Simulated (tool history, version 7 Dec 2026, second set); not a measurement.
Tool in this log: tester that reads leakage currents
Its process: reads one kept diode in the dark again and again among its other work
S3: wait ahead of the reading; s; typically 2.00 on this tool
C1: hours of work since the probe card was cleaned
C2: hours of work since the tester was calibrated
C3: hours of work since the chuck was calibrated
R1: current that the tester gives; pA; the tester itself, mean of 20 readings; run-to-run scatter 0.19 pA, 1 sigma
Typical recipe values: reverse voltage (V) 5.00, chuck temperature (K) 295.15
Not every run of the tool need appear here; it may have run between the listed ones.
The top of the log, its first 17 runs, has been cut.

run 18 hour=467.7 | reverse_voltage_(V)=2.44 chuck_temperature_(K)=295.15 S3=9.26 | C1=1180 C2=228 C3=527 | R1=42.46
run 19 hour=486.3 | reverse_voltage_(V)=5.00 chuck_temperature_(K)=295.15 S3=0.32 | C1=1189 C2=237 C3=536 | R1=69.49
-- hour=490.3 tester calibrated
run 20 hour=522.6 | reverse_voltage_(V)=5.00 chuck_temperature_(K)=295.15 S3=0.32 | C1=1205 C2=16 C3=553 | R1=69.81
run 21 hour=558.2 | reverse_voltage_(V)=5.00 chuck_temperature_(K)=317.15 S3=2.00 | C1=1223 C2=33 C3=570 | R1=340.14
run 22 hour=600.6 | reverse_voltage_(V)=5.00 chuck_temperature_(K)=317.15 S3=2.00 | C1=1243 C2=53 C3=590 | R1=341.38
run 23 hour=637.1 | reverse_voltage_(V)=5.00 chuck_temperature_(K)=317.15 S3=2.00 | C1=1260 C2=70 C3=608 | R1=340.24
run 24 hour=665.6 | reverse_voltage_(V)=5.00 chuck_temperature_(K)=317.15 S3=2.00 | C1=1274 C2=84 C3=621 | R1=339.99
run 25 hour=697.5 | reverse_voltage_(V)=5.00 chuck_temperature_(K)=317.15 S3=2.00 | C1=1289 C2=100 C3=637 | R1=341.53
run 26 hour=720.5 | reverse_voltage_(V)=3.45 chuck_temperature_(K)=300.15 S3=2.17 | C1=1300 C2=111 C3=648 | R1=77.93
-- hour=731.9 tester calibrated, once more
run 27 hour=751.4 | reverse_voltage_(V)=18.71 chuck_temperature_(K)=326.15 S3=0.95 | C1=1314 C2=9 C3=662 | R1=1391.68
run 28 hour=778.2 | reverse_voltage_(V)=3.67 chuck_temperature_(K)=295.15 S3=0.89 | C1=1327 C2=22 C3=674 | R1=55.80
run 29 hour=795.4 | reverse_voltage_(V)=1.33 chuck_temperature_(K)=294.15 S3=0.33 | C1=1335 C2=30 C3=683 | R1=28.38
run 30 hour=837.3 | reverse_voltage_(V)=4.18 chuck_temperature_(K)=297.15 S3=1.84 | C1=1356 C2=51 C3=703 | R1=70.06
run 31 hour=868.1 | reverse_voltage_(V)=5.15 chuck_temperature_(K)=295.15 S3=2.15 | C1=1370 C2=65 C3=718 | R1=68.43
run 32 hour=910.3 | reverse_voltage_(V)=9.55 chuck_temperature_(K)=326.15 S3=2.09 | C1=1391 C2=86 C3=738 | R1=930.14
run 33 hour=949.6 | reverse_voltage_(V)=8.21 chuck_temperature_(K)=294.15 S3=1.05 | C1=1410 C2=105 C3=757 | R1=86.73
run 34 hour=985.7 | reverse_voltage_(V)=12.98 chuck_temperature_(K)=305.15 S3=1.05 | C1=1427 C2=122 C3=774 | R1=255.41
run 35 hour=1009.9 | reverse_voltage_(V)=1.35 chuck_temperature_(K)=302.15 S3=1.31 | C1=1439 C2=134 C3=786 | R1=52.35
run 36 hour=1045.1 | reverse_voltage_(V)=5.71 chuck_temperature_(K)=307.15 S3=2.00 | C1=1455 C2=150 C3=803 | R1=179.58
run 37 hour=1086.6 | reverse_voltage_(V)=4.99 chuck_temperature_(K)=316.15 S3=0.58 | C1=1475 C2=170 C3=823 | R1=321.24
run 38 hour=1128.0 | reverse_voltage_(V)=1.51 chuck_temperature_(K)=321.15 S3=0.58 | C1=1495 C2=190 C3=842 | R1=226.83
run 39 hour=1161.0 | reverse_voltage_(V)=2.38 chuck_temperature_(K)=296.15 S3=0.58 | C1=1511 C2=206 C3=858 | R1=46.88
run 40 hour=1183.7 | reverse_voltage_(V)=2.38 chuck_temperature_(K)=296.15 S3=0.58 | C1=1522 C2=217 C3=869 | R1=46.65

Below are 3 alternative next runs, each starting from the tool's condition after run 40. Predict each:
run A hour=1225.2 | reverse_voltage_(V)=13.45 chuck_temperature_(K)=296.15 S3=4.94 | C1=1542 C2=237 C3=889 | R1=?
run B hour=1225.2 | reverse_voltage_(V)=2.19 chuck_temperature_(K)=306.15 S3=0.58 | C1=1542 C2=237 C3=889 | R1=?
run C hour=1225.2 | reverse_voltage_(V)=1.54 chuck_temperature_(K)=300.15 S3=4.22 | C1=1542 C2=237 C3=889 | R1=?

run=A R1=135.46
run=B R1=94.58
run=C R1=48.27
The same runs, with their run-to-run variation unchanged, on a tool lacking any hidden condition would have given:
run=A R1=117.51
run=B R1=91.93
run=C R1=46.35

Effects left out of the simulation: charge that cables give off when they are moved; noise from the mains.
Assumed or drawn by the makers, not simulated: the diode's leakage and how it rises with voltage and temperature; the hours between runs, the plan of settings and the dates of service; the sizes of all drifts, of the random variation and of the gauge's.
